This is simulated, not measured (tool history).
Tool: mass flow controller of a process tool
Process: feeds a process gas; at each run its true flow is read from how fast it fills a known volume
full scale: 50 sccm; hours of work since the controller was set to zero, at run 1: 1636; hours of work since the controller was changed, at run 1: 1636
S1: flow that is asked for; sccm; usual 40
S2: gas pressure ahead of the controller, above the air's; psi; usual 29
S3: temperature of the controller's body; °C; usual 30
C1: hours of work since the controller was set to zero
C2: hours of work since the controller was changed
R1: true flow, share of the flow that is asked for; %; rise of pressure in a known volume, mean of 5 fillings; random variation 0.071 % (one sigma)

run    hour  S1    S2  S3    C1    C2      R1
  1       0  40    29  30  1636  1636  100.15
  2    69.4  40  21.9  30  1686  1686  100.32
  3   138.2  40  21.9  30  1735  1735  100.22
  4   196.2  40  21.9  30  1776  1776   99.83
  5   239.7  40  31.3  30  1807  1807   99.49
  6   281.6  40  31.3  30  1837  1837   99.44
  7   339.2  40  31.3  30  1879  1879   99.23
  8   404.3  40  31.3  30  1925  1925    99.1
  9   454.5  40  31.3  30  1961  1961   98.93
 10   529.3  40  31.3  30  2014  2014   98.76
 11   603.1  40  31.3  30  2067  2067   98.56
 12   662.5  40  31.3  30  2110  2110   98.41
 13   702.6  40  31.3  30  2138  2138   98.35
 14   737.2  40  31.3  30  2163  2163   98.26
 15   804.7  40  31.3  30  2211  2211   97.95
      861.7  -- gauge calibrated
 16   881.9  40    29  26  2266  2266   99.89
 17   932.6  40    29  26  2303  2303   99.67
 18   984.8  40    29  26  2340  2340   99.56
 19  1061.5  40    29  30  2395  2395   99.79
 20  1104.1  40    29  30  2425  2425   99.56
 21  1176.8  24  24.4  21  2477  2477   98.52
 22    1238  34    35  40  2521  2521   99.76
 23  1317.2   5    35  40  2577  2577   98.96
 24  1395.7   5    39  40  2634  2634   98.66
 25    1432   7  20.9  20  2660  2660   97.38
 26  1483.8   8  33.8  30  2697  2697   97.76
 27  1527.3   8  33.8  30  2728  2728   97.65
 28  1581.7   8  33.8  30  2767  2767   97.46
 29  1637.3   8  33.8  30  2806  2806    97.3
 30  1696.3  40  35.7  30  2848  2848   97.82
 31  1733.1  40  35.7  30  2875  2875   97.66
 32  1770.9  41    22  33  2902  2902   98.15
 33  1822.4  41    22  33  2939  2939   98.07
 34  1887.5  40  32.1  37  2985  2985   97.97
 35    1928  13  38.4  37  3014  3014   97.19
 36  1975.7  28  34.5  27  3048  3048   96.61
 37  2036.7  28  34.5  29  3092  3092   96.47
 38  2093.9   6  20.9  30  3133  3133   96.49
 39  2167.2  12  25.8  31  3185  3185   96.35

Forecast each of these 4 alternatives for the next run:
  A  2206  40    29  39  3213  3213   ?
  B  2206  19  26.8  23  3213  3213   ?
  C  2206  16  24.5  34  3213  3213   ?
  D  2206   5  38.1  23  3213  3213   ?

run     R1
  A  97.36
  B  95.81
  C  96.65
  D     95
Without the tool's hidden state the same runs would have given:
run      R1
  A  100.99
  B   99.39
  C  100.26
  D   98.58
